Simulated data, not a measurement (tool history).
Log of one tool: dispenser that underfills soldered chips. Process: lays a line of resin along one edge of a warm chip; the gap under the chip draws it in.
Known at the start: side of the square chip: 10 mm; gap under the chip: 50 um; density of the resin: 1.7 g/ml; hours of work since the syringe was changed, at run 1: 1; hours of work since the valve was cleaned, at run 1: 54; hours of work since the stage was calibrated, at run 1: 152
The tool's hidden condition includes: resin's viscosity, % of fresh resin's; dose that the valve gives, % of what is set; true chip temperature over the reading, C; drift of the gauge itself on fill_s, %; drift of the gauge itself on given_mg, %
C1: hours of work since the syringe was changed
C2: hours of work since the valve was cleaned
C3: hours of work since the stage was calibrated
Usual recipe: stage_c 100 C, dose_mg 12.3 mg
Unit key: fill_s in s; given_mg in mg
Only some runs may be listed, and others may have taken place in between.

run 1 hour=0.0 | stage_c=100 dose_mg=12.3 | C1=1 C2=54 C3=152 | fill_s=131.7 given_mg=12.06
run 2 hour=3.4 | stage_c=100 dose_mg=12.3 | C1=3 C2=56 C3=154 | fill_s=141.4 given_mg=11.98
run 3 hour=9.6 | stage_c=98 dose_mg=12.3 | C1=8 C2=60 C3=158 | fill_s=180.8 given_mg=12.04
-- hour=14.3 new syringe of resin
run 4 hour=16.2 | stage_c=100 dose_mg=12.0 | C1=1 C2=65 C3=163 | fill_s=127.6 given_mg=11.53
run 5 hour=19.7 | stage_c=100 dose_mg=12.0 | C1=4 C2=67 C3=165 | fill_s=140.9 given_mg=11.64
run 6 hour=26.1 | stage_c=100 dose_mg=12.0 | C1=8 C2=71 C3=169 | fill_s=169.6 given_mg=11.69
run 7 hour=29.2 | stage_c=100 dose_mg=12.0 | C1=10 C2=73 C3=172 | fill_s=183.0 given_mg=11.62
-- hour=30.1 new syringe of resin
run 8 hour=33.2 | stage_c=100 dose_mg=12.0 | C1=2 C2=76 C3=174 | fill_s=136.4 given_mg=11.61
run 9 hour=38.2 | stage_c=100 dose_mg=13.3 | C1=6 C2=79 C3=177 | fill_s=151.0 given_mg=12.63
run 10 hour=44.8 | stage_c=111 dose_mg=11.4 | C1=10 C2=84 C3=182 | fill_s=126.9 given_mg=10.91
-- hour=46.0 new syringe of resin
run 11 hour=51.5 | stage_c=115 dose_mg=13.0 | C1=4 C2=88 C3=186 | fill_s=83.5 given_mg=12.39
run 12 hour=56.9 | stage_c=115 dose_mg=13.0 | C1=7 C2=92 C3=190 | fill_s=96.4 given_mg=12.45
run 13 hour=60.5 | stage_c=115 dose_mg=13.0 | C1=10 C2=94 C3=192 | fill_s=107.3 given_mg=12.40
-- hour=61.8 new syringe of resin
run 14 hour=63.9 | stage_c=95 dose_mg=13.7 | C1=1 C2=96 C3=195 | fill_s=151.8 given_mg=13.07
run 15 hour=68.6 | stage_c=114 dose_mg=13.6 | C1=5 C2=100 C3=198 | fill_s=83.6 given_mg=12.79
run 16 hour=74.5 | stage_c=104 dose_mg=12.3 | C1=9 C2=104 C3=202 | fill_s=146.9 given_mg=11.66
-- hour=77.9 new syringe of resin
run 17 hour=80.9 | stage_c=100 dose_mg=14.8 | C1=2 C2=108 C3=206 | fill_s=129.7 given_mg=14.02

Forecast each of these 5 alternatives for the next run:
run A hour=85.3 | stage_c=94 dose_mg=12.3 | C1=5 C2=111 C3=209 | fill_s=? given_mg=?
run B hour=85.3 | stage_c=92 dose_mg=11.8 | C1=5 C2=111 C3=209 | fill_s=? given_mg=?
run C hour=85.3 | stage_c=115 dose_mg=13.1 | C1=5 C2=111 C3=209 | fill_s=? given_mg=?
run D hour=85.3 | stage_c=92 dose_mg=14.8 | C1=5 C2=111 C3=209 | fill_s=? given_mg=?
run E hour=85.3 | stage_c=100 dose_mg=15.5 | C1=5 C2=111 C3=209 | fill_s=? given_mg=?

run=A fill_s=192.9 given_mg=11.74
run=B fill_s=209.0 given_mg=10.98
run=C fill_s=85.1 given_mg=12.36
run=D fill_s=198.3 given_mg=14.06
run=E fill_s=145.1 given_mg=14.74
Take away the tool's hidden state, keep each run's random variation, and the runs would have read:
run=A fill_s=164.6 given_mg=12.39
run=B fill_s=178.1 given_mg=11.60
run=C fill_s=72.4 given_mg=13.05
run=D fill_s=170.6 given_mg=14.84
run=E fill_s=124.6 given_mg=15.56
